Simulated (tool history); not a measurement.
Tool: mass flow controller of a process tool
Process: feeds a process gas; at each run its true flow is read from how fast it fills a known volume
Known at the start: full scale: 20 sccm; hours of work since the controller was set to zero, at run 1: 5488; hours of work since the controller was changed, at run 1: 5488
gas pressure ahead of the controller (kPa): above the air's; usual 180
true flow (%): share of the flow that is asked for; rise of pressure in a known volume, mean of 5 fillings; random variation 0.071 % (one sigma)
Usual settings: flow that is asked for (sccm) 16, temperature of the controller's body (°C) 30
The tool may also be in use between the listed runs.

run	day	flow that is asked for (sccm)	gas pressure ahead of the controller (kPa)	temperature of the controller's body (°C)	hours of work since the controller was set to zero	hours of work since the controller was changed	true flow (%)
1	0.000	16	180	30	5488	5488	100.99
2	5.983	16	180	30	5553	5553	101.16
3	13.175	16	180	30	5632	5632	101.27
4	23.783	11	180	30	5747	5747	100.69
5	33.883	11	180	30	5857	5857	100.74
6	44.621	11	180	30	5974	5974	100.82
7	58.183	16	180	30	6122	6122	101.22
8	68.592	16	180	30	6235	6235	101.30
9	82.079	16	180	30	6382	6382	101.28
10	88.300	16	278	30	6450	6450	102.15
11	97.925	16	278	30	6555	6555	102.14
12	106.571	16	177	30	6649	6649	101.42
13	113.167	16	180	30	6721	6721	101.34
14	122.738	16	180	30	6825	6825	101.49
15	134.292	16	181	30	6951	6951	101.43
16	141.783	16	209	30	7033	7033	101.82
17	149.796	16	209	24	7120	7120	101.45
18	155.617	10	180	30	7184	7184	101.01
19	162.838	16	226	30	7262	7262	101.94
20	169.992	4	183	35	7340	7340	101.76
21	178.850	10	180	22	7437	7437	100.80
22	190.892	11	164	33	7568	7568	101.16

Forecast run 23:
# day 196.562: controller's zero set anew
23	201.762	11	164	33	57	7686	?

Run 23 gave true flow (%) 100.54.
Without the tool's hidden state the same run would have given true flow (%) 98.94.

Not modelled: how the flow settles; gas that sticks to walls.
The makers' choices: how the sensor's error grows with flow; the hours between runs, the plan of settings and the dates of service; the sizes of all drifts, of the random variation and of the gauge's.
